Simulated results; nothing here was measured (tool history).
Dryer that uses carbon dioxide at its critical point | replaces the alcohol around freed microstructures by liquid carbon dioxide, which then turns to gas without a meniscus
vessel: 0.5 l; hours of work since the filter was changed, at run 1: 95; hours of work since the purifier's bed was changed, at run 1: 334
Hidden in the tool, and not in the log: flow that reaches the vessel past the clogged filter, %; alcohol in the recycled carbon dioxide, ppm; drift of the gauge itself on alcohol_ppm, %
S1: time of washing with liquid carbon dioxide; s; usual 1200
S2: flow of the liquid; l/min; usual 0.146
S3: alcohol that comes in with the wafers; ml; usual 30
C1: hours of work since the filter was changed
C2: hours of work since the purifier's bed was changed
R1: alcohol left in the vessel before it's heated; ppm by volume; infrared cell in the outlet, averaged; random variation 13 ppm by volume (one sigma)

| run | hour | S1 | S2 | S3 | C1 | C2 | R1 |
|---|---|---|---|---|---|---|---|
| 1 | 0.0 | 1200 | 0.146 | 30 | 95 | 334 | 1041 |
| 2 | 16.1 | 1200 | 0.146 | 30 | 106 | 345 | 1053 |
| 3 | 40.7 | 1200 | 0.146 | 30 | 123 | 363 | 1132 |
| 4 | 72.2 | 1200 | 0.187 | 30 | 146 | 385 | 421 |
| 5 | 104.3 | 1200 | 0.146 | 30 | 168 | 408 | 1200 |
| 6 | 135.2 | 1200 | 0.146 | 77 | 190 | 429 | 2962 |
| 7 | 167.4 | 1200 | 0.186 | 30 | 213 | 452 | 510 |
| 8 | 188.2 | 1200 | 0.186 | 30 | 227 | 467 | 513 |
| 9 | 221.9 | 1200 | 0.186 | 30 | 251 | 490 | 531 |
| 10 | 239.6 | 1200 | 0.186 | 30 | 264 | 503 | 567 |
| 11 | 268.8 | 1200 | 0.186 | 30 | 284 | 523 | 587 |
| 12 | 295.9 | 1800 | 0.146 | 30 | 303 | 543 | 364 |
|  | 322.9 | purifier's bed changed |
| 13 | 326.4 | 1800 | 0.146 | 30 | 323 | 3 | 214 |
| 14 | 353.9 | 1200 | 0.235 | 30 | 342 | 22 | 126 |
| 15 | 389.2 | 1200 | 0.146 | 74 | 367 | 47 | 3560 |
| 16 | 423.3 | 1200 | 0.146 | 30 | 391 | 71 | 1545 |
| 17 | 454.1 | 1200 | 0.146 | 30 | 412 | 92 | 1587 |
| 18 | 474.6 | 1200 | 0.146 | 30 | 427 | 107 | 1663 |
| 19 | 510.4 | 1200 | 0.146 | 30 | 452 | 132 | 1687 |
|  | 522.1 | inlet filter changed |
| 20 | 530.8 | 1080 | 0.146 | 30 | 6 | 146 | 1370 |
| 21 | 556.0 | 1080 | 0.146 | 90 | 24 | 164 | 4007 |
| 22 | 588.7 | 1200 | 0.146 | 30 | 47 | 187 | 973 |
| 23 | 611.0 | 1200 | 0.146 | 31 | 63 | 202 | 1045 |
| 24 | 646.9 | 1320 | 0.146 | 30 | 88 | 228 | 727 |
| 25 | 677.1 | 780 | 0.117 | 30 | 109 | 249 | 7565 |
| 26 | 702.7 | 1200 | 0.090 | 27 | 127 | 267 | 4903 |
| 27 | 731.0 | 1200 | 0.090 | 27 | 147 | 287 | 4977 |
| 28 | 755.6 | 1200 | 0.090 | 27 | 165 | 304 | 4964 |
| 29 | 789.5 | 1200 | 0.090 | 27 | 188 | 328 | 5205 |
| 30 | 822.5 | 780 | 0.146 | 30 | 212 | 351 | 4755 |
| 31 | 844.0 | 960 | 0.099 | 30 | 227 | 366 | 7596 |
| 32 | 863.4 | 960 | 0.193 | 30 | 241 | 380 | 1016 |
| 33 | 894.7 | 1920 | 0.146 | 30 | 263 | 402 | 251 |
| 34 | 919.5 | 1800 | 0.098 | 79 | 280 | 420 | 3716 |
| 35 | 941.1 | 1260 | 0.097 | 25 | 295 | 435 | 3728 |
| 36 | 963.4 | 1800 | 0.166 | 20 | 311 | 451 | 212 |
| 37 | 994.6 | 780 | 0.097 | 20 | 333 | 473 | 8520 |
| 38 | 1015.3 | 1200 | 0.130 | 30 | 348 | 487 | 2406 |
| 39 | 1041.5 | 1200 | 0.130 | 30 | 366 | 506 | 2462 |
| 40 | 1062.1 | 1200 | 0.130 | 30 | 381 | 520 | 2420 |
| 41 | 1089.9 | 840 | 0.123 | 30 | 400 | 540 | 7292 |
| 42 | 1112.2 | 840 | 0.123 | 30 | 416 | 556 | 7364 |
|  | 1121.5 | purifier's bed changed |
| 43 | 1135.2 | 840 | 0.123 | 30 | 430 | 10 | 7408 |
| 44 | 1171.1 | 1200 | 0.239 | 30 | 455 | 35 | 166 |
|  | 1178.4 | inlet filter changed |
| 45 | 1199.9 | 1200 | 0.171 | 30 | 15 | 55 | 414 |
| 46 | 1220.7 | 1200 | 0.105 | 29 | 30 | 69 | 2976 |
| 47 | 1235.2 | 1200 | 0.105 | 29 | 40 | 79 | 2902 |

How the hidden state differs across the entries between the runs, from the last listed run before each to the first after it:
Between runs 12 and 13: purifier's bed changed (hour 322.9)
  flow that reaches the vessel past the clogged filter, %: 89.2 -> 88.5; alcohol in the recycled carbon dioxide, ppm: 163.3 -> 6.9
  measured less the result without the state, R1: +257 -> +108 ppm by volume
Between runs 19 and 20: inlet filter changed (hour 522.1)
  flow that reaches the vessel past the clogged filter, %: 84 -> 99; alcohol in the recycled carbon dioxide, ppm: 46.1 -> 50.7
  measured less the result without the state, R1: +853 -> +94 ppm by volume
Between runs 42 and 43: purifier's bed changed (hour 1121.5)
  flow that reaches the vessel past the clogged filter, %: 84.2 -> 83.7; alcohol in the recycled carbon dioxide, ppm: 175.1 -> 9.7
  measured less the result without the state, R1: +2517 -> +2488 ppm by volume
Between runs 44 and 45: inlet filter changed (hour 1178.4)
  flow that reaches the vessel past the clogged filter, %: 82.8 -> 99.2; alcohol in the recycled carbon dioxide, ppm: 17.4 -> 22.8
  measured less the result without the state, R1: +120 -> +32 ppm by volume
